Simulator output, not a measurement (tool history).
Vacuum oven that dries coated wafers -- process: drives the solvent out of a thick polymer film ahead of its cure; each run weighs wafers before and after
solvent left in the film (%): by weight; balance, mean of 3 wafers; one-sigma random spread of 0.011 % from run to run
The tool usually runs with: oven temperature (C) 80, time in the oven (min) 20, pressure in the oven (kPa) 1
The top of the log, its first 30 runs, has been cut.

| run | day | oven temperature (C) | time in the oven (min) | pressure in the oven (kPa) | solvent left in the film (%) |
|---|---|---|---|---|---|
| 31 | 14.492 | 79 | 20 | 0.99 | 1.26 |
| 32 | 15.012 | 81 | 18 | 3.35 | 1.73 |
| 33 | 15.462 | 79 | 29 | 2.45 | 0.92 |
| 34 | 16.058 | 80 | 10 | 3.8 | 3.99 |
| 35 | 16.579 | 80 | 10 | 3.8 | 3.99 |
| 36 | 17.138 | 80 | 10 | 3.88 | 3.99 |
| 37 | 17.712 | 80 | 14 | 1.91 | 2.35 |
| 38 | 18.283 | 82 | 20 | 1.49 | 0.99 |

Here are 4 independent what-if runs from the current tool condition. What would each one return?
| A | 18.633 | 89 | 14 | 1 | ? |
| B | 18.633 | 82 | 11 | 1.49 | ? |
| C | 18.633 | 65 | 20 | 1.49 | ? |
| D | 18.633 | 80 | 24 | 0.68 | ? |

| run | solvent left in the film (%) |
|---|---|
| A | 0.92 |
| B | 2.79 |
| C | 4.03 |
| D | 0.72 |
Take away the tool's hidden state, keep each run's random variation, and the runs would have read:
| run | solvent left in the film (%) |
|---|---|
| A | 0.92 |
| B | 2.8 |
| C | 4.04 |
| D | 0.71 |
